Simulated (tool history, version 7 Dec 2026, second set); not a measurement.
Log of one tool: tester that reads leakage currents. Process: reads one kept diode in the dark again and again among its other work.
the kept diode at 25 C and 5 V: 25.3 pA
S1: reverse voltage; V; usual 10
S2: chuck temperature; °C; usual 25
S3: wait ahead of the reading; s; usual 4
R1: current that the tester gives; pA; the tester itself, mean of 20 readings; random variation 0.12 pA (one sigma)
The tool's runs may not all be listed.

{"run": 1, "day": 0.0, "S1": 10, "S2": 25, "S3": 4, "R1": 39.59}
{"run": 2, "day": 6.379, "S1": 10, "S2": 25, "S3": 4, "R1": 39.94}
{"run": 3, "day": 9.888, "S1": 10, "S2": 25, "S3": 4, "R1": 40.53}
{"run": 4, "day": 15.229, "S1": 10, "S2": 25, "S3": 4, "R1": 40.59}
{"run": 5, "day": 22.046, "S1": 15.6, "S2": 25, "S3": 4, "R1": 52.47}
{"run": 6, "day": 26.396, "S1": 15.6, "S2": 25, "S3": 0.86, "R1": 55.27}
{"run": 7, "day": 29.358, "S1": 10, "S2": 25, "S3": 8.15, "R1": 41.09}
{"run": 8, "day": 34.696, "S1": 10.2, "S2": 25, "S3": 5.49, "R1": 42.39}
{"run": 9, "day": 38.788, "S1": 9, "S2": 52, "S3": 4, "R1": 314.44}
{"run": 10, "day": 44.075, "S1": 5.3, "S2": 52, "S3": 0.97, "R1": 238.96}
{"run": 11, "day": 51.362, "S1": 3.1, "S2": 29, "S3": 4, "R1": 30.03}
{"run": 12, "day": 57.338, "S1": 10, "S2": 30, "S3": 0.66, "R1": 62.79}
{"run": 13, "day": 60.767, "S1": 10, "S2": 39, "S3": 1.27, "R1": 125.8}
{"run": 14, "day": 66.85, "S1": 7.6, "S2": 38, "S3": 2.83, "R1": 101.13}

Taken out of this log: 2 entries between the listed runs. Where each belongs, and how the hidden state differs across it:
Between runs 7 and 8: probe card cleaned and baked (day 29.929)
  stray current of the dirty probe card, pA a volt: 0.284 -> 0.326; current scale over the true one, %: 0.92 -> 0.96; true chuck temperature over the reading, C: 0.48 -> 0.53
  measured less the result without the state, R1: +4.55 -> +5.24 pA
Between runs 10 and 11: probe card cleaned and baked, once more (day 48.392)
  stray current of the dirty probe card, pA a volt: 0.348 -> 0.036; current scale over the true one, %: 1.03 -> 1.09; true chuck temperature over the reading, C: 0.61 -> 0.68
  measured less the result without the state, R1: +14.36 -> +2.02 pA
